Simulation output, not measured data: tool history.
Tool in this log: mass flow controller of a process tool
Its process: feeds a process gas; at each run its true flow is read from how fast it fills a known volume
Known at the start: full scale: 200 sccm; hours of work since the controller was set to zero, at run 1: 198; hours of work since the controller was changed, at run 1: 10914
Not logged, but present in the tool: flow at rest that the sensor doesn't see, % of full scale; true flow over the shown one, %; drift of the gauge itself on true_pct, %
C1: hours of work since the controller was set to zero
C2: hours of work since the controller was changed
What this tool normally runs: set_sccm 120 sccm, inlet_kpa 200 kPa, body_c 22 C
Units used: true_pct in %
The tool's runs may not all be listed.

run 1 hour=0 | set_sccm=120 inlet_kpa=200 body_c=22 | C1=198 C2=10914 | true_pct=98.93
run 2 hour=252 | set_sccm=120 inlet_kpa=148 body_c=22 | C1=376 C2=11092 | true_pct=99.04
run 3 hour=538.4 | set_sccm=120 inlet_kpa=148 body_c=22 | C1=579 C2=11295 | true_pct=99.2
run 4 hour=1044.4 | set_sccm=120 inlet_kpa=148 body_c=22 | C1=938 C2=11654 | true_pct=99.04
run 5 hour=1316.4 | set_sccm=120 inlet_kpa=148 body_c=22 | C1=1131 C2=11846 | true_pct=99.21
run 6 hour=1552.1 | set_sccm=120 inlet_kpa=148 body_c=22 | C1=1298 C2=12013 | true_pct=99.24
run 7 hour=1849.6 | set_sccm=120 inlet_kpa=148 body_c=22 | C1=1508 C2=12224 | true_pct=99.14
run 8 hour=2093.5 | set_sccm=120 inlet_kpa=148 body_c=22 | C1=1681 C2=12397 | true_pct=99.14
-- hour=2137.1 controller exchanged for a calibrated one
run 9 hour=2316.7 | set_sccm=120 inlet_kpa=148 body_c=22 | C1=127 C2=127 | true_pct=99.13
run 10 hour=2764.1 | set_sccm=120 inlet_kpa=188 body_c=22 | C1=444 C2=444 | true_pct=99.07
run 11 hour=3074.4 | set_sccm=101 inlet_kpa=200 body_c=22 | C1=664 C2=664 | true_pct=98.81
run 12 hour=3462.3 | set_sccm=101 inlet_kpa=200 body_c=22 | C1=939 C2=939 | true_pct=98.74
run 13 hour=3808.5 | set_sccm=120 inlet_kpa=241 body_c=22 | C1=1184 C2=1184 | true_pct=98.95
run 14 hour=4327.5 | set_sccm=120 inlet_kpa=241 body_c=22 | C1=1552 C2=1552 | true_pct=98.81
run 15 hour=4579.9 | set_sccm=137 inlet_kpa=161 body_c=22 | C1=1731 C2=1731 | true_pct=99.46
run 16 hour=4908.4 | set_sccm=23 inlet_kpa=242 body_c=37 | C1=1964 C2=1964 | true_pct=97.14
run 17 hour=5270.2 | set_sccm=23 inlet_kpa=242 body_c=37 | C1=2220 C2=2220 | true_pct=97.05
run 18 hour=5560.6 | set_sccm=66 inlet_kpa=151 body_c=24 | C1=2426 C2=2426 | true_pct=98.27
run 19 hour=6065.4 | set_sccm=120 inlet_kpa=168 body_c=27 | C1=2784 C2=2784 | true_pct=98.93
run 20 hour=6448.2 | set_sccm=126 inlet_kpa=168 body_c=25 | C1=3055 C2=3055 | true_pct=98.96
run 21 hour=6900.2 | set_sccm=126 inlet_kpa=168 body_c=25 | C1=3375 C2=3375 | true_pct=99.07

Predict the results of run 22:
run 22 hour=7202.5 | set_sccm=120 inlet_kpa=200 body_c=22 | C1=3589 C2=3589 | true_pct=?

Run 22 came out at true_pct 99.01 %.
If the tool had no hidden condition, the same run with the same run-to-run variation would have returned true_pct 99.01 %.

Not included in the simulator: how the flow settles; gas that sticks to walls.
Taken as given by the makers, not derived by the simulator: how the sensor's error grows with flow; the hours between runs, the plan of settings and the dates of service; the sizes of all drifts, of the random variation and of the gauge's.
